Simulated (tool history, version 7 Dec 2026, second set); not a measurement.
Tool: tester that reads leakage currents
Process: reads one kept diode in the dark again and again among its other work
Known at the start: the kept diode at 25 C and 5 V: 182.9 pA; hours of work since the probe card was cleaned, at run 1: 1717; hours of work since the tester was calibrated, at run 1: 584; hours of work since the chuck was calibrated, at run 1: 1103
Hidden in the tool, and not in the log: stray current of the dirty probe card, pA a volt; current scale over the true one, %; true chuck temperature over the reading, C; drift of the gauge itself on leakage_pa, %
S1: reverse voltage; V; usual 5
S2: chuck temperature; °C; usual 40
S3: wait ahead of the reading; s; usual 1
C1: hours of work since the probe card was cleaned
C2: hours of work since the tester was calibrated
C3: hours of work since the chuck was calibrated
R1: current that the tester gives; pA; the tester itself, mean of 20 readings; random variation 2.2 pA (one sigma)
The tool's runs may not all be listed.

| run | hour | S1 | S2 | S3 | C1 | C2 | C3 | R1 |
|---|---|---|---|---|---|---|---|---|
| 1 | 0 | 5 | 40 | 1 | 1717 | 584 | 1103 | 800.61 |
| 2 | 15.7 | 5.94 | 40 | 1 | 1724 | 592 | 1111 | 844.57 |
| 3 | 43.9 | 5.94 | 40 | 1 | 1738 | 605 | 1124 | 847 |
| 4 | 75.5 | 5.94 | 40 | 1 | 1753 | 621 | 1139 | 846.87 |
| 5 | 92.7 | 5 | 40 | 1 | 1761 | 629 | 1148 | 797.18 |
| 6 | 117.6 | 5 | 40 | 1 | 1773 | 641 | 1160 | 801.43 |
| 7 | 132 | 8.26 | 40 | 1 | 1780 | 648 | 1167 | 943.82 |
| 8 | 165.2 | 8.26 | 40 | 1 | 1796 | 664 | 1183 | 944.21 |
| 9 | 179.4 | 8.26 | 40 | 1 | 1803 | 671 | 1189 | 938.71 |
| 10 | 193.9 | 5 | 40 | 1 | 1810 | 678 | 1196 | 803.58 |
| 11 | 227.4 | 5 | 40 | 1 | 1826 | 694 | 1213 | 803.84 |
| 12 | 258.1 | 5 | 40 | 1 | 1841 | 708 | 1227 | 801.58 |
| 13 | 275 | 5 | 40 | 1 | 1849 | 717 | 1235 | 806.96 |
| 14 | 300.2 | 1.24 | 29 | 3.92 | 1861 | 729 | 1248 | 194.74 |
| 15 | 324.4 | 1.24 | 29 | 3.92 | 1873 | 740 | 1259 | 194.77 |
| 16 | 350.6 | 1.24 | 29 | 3.92 | 1885 | 753 | 1272 | 195.3 |
| 17 | 381.8 | 1.45 | 29 | 3.92 | 1900 | 768 | 1287 | 204.3 |
| 18 | 416.3 | 1.45 | 29 | 3.92 | 1917 | 785 | 1303 | 203.76 |
| 19 | 440.9 | 1.45 | 29 | 3.92 | 1929 | 796 | 1315 | 205.81 |
| 20 | 473 | 1.45 | 29 | 3.92 | 1944 | 812 | 1331 | 205.26 |
| 21 | 497.2 | 7.57 | 47 | 2.26 | 1956 | 823 | 1342 | 1669.96 |
| 22 | 515.3 | 2.45 | 43 | 4.26 | 1965 | 832 | 1351 | 841.1 |
| 23 | 538.9 | 2.53 | 40 | 1 | 1976 | 843 | 1362 | 659.22 |
| 24 | 556.5 | 15.46 | 55 | 1 | 1984 | 852 | 1371 | 4032.51 |
| 25 | 590.5 | 7.39 | 55 | 1 | 2001 | 868 | 1387 | 3208.71 |

Some steps in R1 between neighbouring runs. How much of each would the tool show without its hidden state too (settings, what came in, random variation), and how much is left for the hidden state, with any gauge scatter that isn't in both results?
Run 20 -> 21: S1 1.45 -> 7.57, S2 29 -> 47, S3 3.92 -> 2.26. R1 +1464.7 pA: hidden state +134.77, all else +1329.93.
Run 23 -> 24: S1 2.53 -> 15.46, S2 40 -> 55. R1 +3373.29 pA: hidden state +300.66, all else +3072.63.

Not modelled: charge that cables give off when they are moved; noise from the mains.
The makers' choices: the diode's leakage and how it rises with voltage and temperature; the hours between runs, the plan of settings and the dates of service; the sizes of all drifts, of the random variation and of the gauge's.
